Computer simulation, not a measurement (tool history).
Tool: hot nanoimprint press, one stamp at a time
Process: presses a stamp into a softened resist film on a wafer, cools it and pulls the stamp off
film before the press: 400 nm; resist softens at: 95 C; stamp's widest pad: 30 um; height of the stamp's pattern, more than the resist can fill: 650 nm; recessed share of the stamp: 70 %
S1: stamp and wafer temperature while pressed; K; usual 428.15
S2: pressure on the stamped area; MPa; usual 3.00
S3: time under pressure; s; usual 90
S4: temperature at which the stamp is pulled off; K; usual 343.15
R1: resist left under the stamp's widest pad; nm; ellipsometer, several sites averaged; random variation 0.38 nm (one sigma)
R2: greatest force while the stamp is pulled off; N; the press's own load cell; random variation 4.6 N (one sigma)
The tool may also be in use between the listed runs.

| run | hour | S1 | S2 | S3 | S4 | R1 | R2 |
|---|---|---|---|---|---|---|---|
| 1 | 0.0 | 428.15 | 3.00 | 90 | 343.15 | 185.2 | 219 |
| 2 | 8.5 | 428.15 | 3.00 | 90 | 343.15 | 185.2 | 233 |
| 3 | 16.4 | 428.15 | 3.00 | 90 | 343.15 | 185.7 | 229 |
| 4 | 33.5 | 428.15 | 3.27 | 90 | 343.15 | 179.5 | 227 |
| 5 | 43.6 | 428.15 | 2.19 | 90 | 343.15 | 212.1 | 234 |
| 6 | 63.5 | 428.15 | 3.00 | 90 | 341.15 | 186.3 | 229 |
| 7 | 81.6 | 428.15 | 3.00 | 90 | 341.15 | 185.3 | 226 |
| 8 | 93.0 | 428.15 | 3.00 | 90 | 349.15 | 186.9 | 216 |
| 9 | 108.0 | 428.15 | 3.00 | 90 | 343.15 | 186.4 | 227 |
| 10 | 124.3 | 423.15 | 3.00 | 90 | 343.15 | 247.7 | 235 |
| 11 | 141.3 | 428.15 | 3.00 | 90 | 343.15 | 187.1 | 230 |
| 12 | 159.9 | 428.15 | 3.00 | 90 | 343.15 | 186.6 | 224 |
| 13 | 178.1 | 428.15 | 4.28 | 90 | 343.15 | 158.7 | 228 |
| 14 | 197.3 | 428.15 | 2.23 | 90 | 343.15 | 212.9 | 226 |
| 15 | 208.5 | 433.15 | 4.10 | 67 | 340.15 | 133.8 | 231 |
| 16 | 227.3 | 428.15 | 4.56 | 47 | 343.15 | 198.5 | 229 |
| 17 | 243.9 | 428.15 | 4.56 | 47 | 343.15 | 198.3 | 224 |
| 18 | 253.7 | 434.15 | 3.00 | 94 | 346.15 | 127.7 | 231 |
| 19 | 267.4 | 436.15 | 3.29 | 102 | 343.15 | 105.0 | 223 |
| 20 | 284.4 | 424.15 | 2.75 | 162 | 343.15 | 201.5 | 227 |
| 21 | 297.3 | 424.15 | 3.48 | 162 | 329.15 | 181.7 | 253 |
| 22 | 306.5 | 417.15 | 3.00 | 90 | 338.15 | 327.5 | 243 |
| 23 | 322.7 | 417.15 | 3.00 | 90 | 338.15 | 327.2 | 235 |
| 24 | 330.9 | 417.15 | 3.00 | 90 | 338.15 | 327.4 | 238 |
| 25 | 342.9 | 417.15 | 3.00 | 90 | 338.15 | 328.0 | 235 |
| 26 | 360.8 | 417.15 | 3.00 | 90 | 338.15 | 326.6 | 239 |
| 27 | 372.7 | 432.15 | 3.00 | 90 | 348.15 | 148.3 | 216 |

Taken out of this log: 2 entries between the listed runs. Where each belongs, and how the hidden state differs across it:
Between runs 5 and 6: stamp cleaned and given a new release coat (hour 53.1)
  grip of the stamp's worn release coat, % over a new coat's: 1.1 -> 0; drift of the gauge itself on residual_nm, %: 0.22 -> 0.29
  measured less the result without the state, R1: +0.4 -> +0.5 nm
Between runs 22 and 23: plate thermocouple calibrated (hour 321.4)
  true temperature over the reading, C: 0.01 -> 0; grip of the stamp's worn release coat, % over a new coat's: 0.6 -> 0.7; drift of the gauge itself on residual_nm, %: 1.5 -> 1.56
  measured less the result without the state, R1: +4.8 -> +5.1 nm
